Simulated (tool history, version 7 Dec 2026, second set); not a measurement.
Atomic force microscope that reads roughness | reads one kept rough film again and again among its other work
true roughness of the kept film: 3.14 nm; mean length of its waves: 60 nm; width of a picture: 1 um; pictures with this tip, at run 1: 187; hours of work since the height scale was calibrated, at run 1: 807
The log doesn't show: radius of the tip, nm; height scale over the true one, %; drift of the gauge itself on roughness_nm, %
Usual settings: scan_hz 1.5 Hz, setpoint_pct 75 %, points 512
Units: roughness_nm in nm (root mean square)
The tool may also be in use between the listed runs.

run,hour,scan_hz,setpoint_pct,points,pictures with this tip,hours of work since the height scale was calibrated,roughness_nm
1,0,1.5,75,512,187,807,2.755
# hour 15.2: new tip fitted
2,31.2,1.5,75,548,25,826,2.796
3,64.3,1.5,75,548,77,845,2.787
4,81.1,1.5,75,548,103,855,2.771
5,104.1,1.5,75,548,139,869,2.768
6,132.1,1.5,75,548,183,886,2.76
# hour 135.9: height scale calibrated on a step standard
# hour 150.7: new tip fitted
7,164.4,1.5,82,342,22,17,2.717
# hour 186.9: height scale calibrated on a step standard, once more
8,198.5,1.5,82,342,73,7,2.641
9,227.8,1.5,60,342,119,24,2.908
10,263,0.78,57,651,174,45,2.962
# hour 288.4: new tip fitted
11,291,3.16,75,884,4,61,2.511

Forecast each of these 5 alternatives for the next run:
A,326.2,1.73,75,512,58,82,?
B,326.2,1.89,59,582,58,82,?
C,326.2,1.88,75,430,58,82,?
D,326.2,0.61,82,558,58,82,?
E,326.2,1.06,63,876,58,82,?

run,roughness_nm
A,2.719
B,2.904
C,2.695
D,2.888
E,2.954
Without the tool's hidden state the same runs would have given:
run,roughness_nm
A,2.736
B,2.923
C,2.712
D,2.906
E,2.973
